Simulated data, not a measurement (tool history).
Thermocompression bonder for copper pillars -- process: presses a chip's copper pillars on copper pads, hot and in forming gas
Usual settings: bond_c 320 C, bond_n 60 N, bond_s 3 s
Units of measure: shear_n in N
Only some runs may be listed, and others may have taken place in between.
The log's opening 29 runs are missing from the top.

run,hour,bond_c,bond_n,bond_s,shear_n
30,454.1,329,58,3,73.1
31,466.5,296,79,5,68.9
32,481.7,325,49,5,74.3
# hour 497.2: force cell calibrated, once more
33,499.6,339,85,2,82.7
34,511.1,339,85,2,82.7
35,520.6,319,37,7,64.7
36,534.1,337,56,4,81.2
37,548.1,291,82,3,57.3
38,564.7,291,82,3,55.1
39,580.2,342,61,8,98.5

Consider 5 possible next runs. They are alternatives, not a sequence: every one starts from the tool as it was left by run 39. What does each give?
A,599.2,312,58,2,?
B,599.2,320,60,5,?
C,599.2,330,43,9,?
D,599.2,323,61,7,?
E,599.2,320,60,3,?

run,shear_n
A,50.4
B,75.5
C,83.7
D,86.8
E,64.8
With the hidden condition removed and each run's random variation left untouched, the same runs would have given:
run,shear_n
A,56.5
B,82.2
C,90.2
D,93.3
E,71.3
